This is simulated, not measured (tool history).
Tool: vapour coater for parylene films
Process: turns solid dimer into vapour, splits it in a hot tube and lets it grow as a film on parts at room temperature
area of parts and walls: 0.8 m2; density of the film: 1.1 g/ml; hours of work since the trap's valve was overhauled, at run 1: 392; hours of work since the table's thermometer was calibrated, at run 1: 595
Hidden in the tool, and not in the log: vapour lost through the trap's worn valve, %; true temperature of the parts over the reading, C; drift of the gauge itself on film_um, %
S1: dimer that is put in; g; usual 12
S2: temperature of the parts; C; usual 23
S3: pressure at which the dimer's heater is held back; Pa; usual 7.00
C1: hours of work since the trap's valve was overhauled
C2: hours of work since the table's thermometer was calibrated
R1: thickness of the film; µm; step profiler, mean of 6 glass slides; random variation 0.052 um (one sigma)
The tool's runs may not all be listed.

Run 1, hour 0.0: usual settings; C1 392; C2 595. Result: R1 6.01 µm.
Run 2, hour 19.1: usual settings; C1 406; C2 608. Result: R1 6.09 µm.
Run 3, hour 40.7: usual settings; C1 420; C2 623. Result: R1 6.04 µm.
Run 4, hour 58.0: usual settings; C1 432; C2 635. Result: R1 5.98 µm.
Run 5, hour 74.7: usual settings but S1 17 g; C1 444; C2 647. Result: R1 8.60 µm.
Run 6, hour 91.8: usual settings but S1 17 g; C1 456; C2 658. Result: R1 8.54 µm.
Run 7, hour 110.4: usual settings; C1 469; C2 671. Result: R1 6.02 µm.
Run 8, hour 124.7: usual settings but S3 11.36 Pa; C1 478; C2 681. Result: R1 5.93 µm.
Run 9, hour 140.4: usual settings but S3 11.36 Pa; C1 489; C2 692. Result: R1 5.83 µm.
Run 10, hour 155.5: usual settings but S3 11.36 Pa; C1 500; C2 702. Result: R1 5.80 µm.
Run 11, hour 173.3: usual settings but S1 11 g, S3 3.49 Pa; C1 512; C2 715. Result: R1 5.83 µm.
Run 12, hour 184.7: usual settings; C1 520; C2 722. Result: R1 6.02 µm.
Run 13, hour 196.1: usual settings but S1 5 g, S3 2.13 Pa; C1 528; C2 730. Result: R1 2.66 µm.
Run 14, hour 206.6: usual settings but S1 5 g, S3 2.13 Pa; C1 535; C2 738. Result: R1 2.69 µm.
Run 15, hour 222.1: usual settings but S1 13 g, S2 19 C, S3 4.41 Pa; C1 546; C2 748. Result: R1 7.26 µm.
Run 16, hour 232.0: usual settings but S1 13 g, S2 19 C, S3 4.41 Pa; C1 552; C2 755. Result: R1 7.28 µm.
Run 17, hour 242.5: usual settings but S1 5 g, S2 19 C, S3 3.15 Pa; C1 560; C2 762. Result: R1 2.87 µm.
Run 18, hour 257.5: usual settings but S1 5 g, S2 15 C, S3 10.14 Pa; C1 570; C2 773. Result: R1 2.90 µm.
Run 19, hour 274.0: usual settings but S1 5 g; C1 581; C2 784. Result: R1 2.48 µm.
Run 20, hour 295.0: usual settings but S1 8 g, S2 26 C, S3 9.00 Pa; C1 596; C2 799. Result: R1 3.84 µm.

3 ways to go on from here, each from the tool as it stands after run 20. What would each give?
Run A, hour 308.4: usual settings but S1 5 g, S2 33 C, S3 3.01 Pa; C1 605; C2 808. Result: R1 ?.
Run B, hour 308.4: usual settings but S1 7 g, S2 16 C; C1 605; C2 808. Result: R1 ?.
Run C, hour 308.4: usual settings but S1 20 g, S2 26 C, S3 2.93 Pa; C1 605; C2 808. Result: R1 ?.

run    R1
  A  2.16
  B  4.10
  C  9.93
Without the tool's hidden state the same runs would have given:
run    R1
  A  2.16
  B  4.11
  C  9.96

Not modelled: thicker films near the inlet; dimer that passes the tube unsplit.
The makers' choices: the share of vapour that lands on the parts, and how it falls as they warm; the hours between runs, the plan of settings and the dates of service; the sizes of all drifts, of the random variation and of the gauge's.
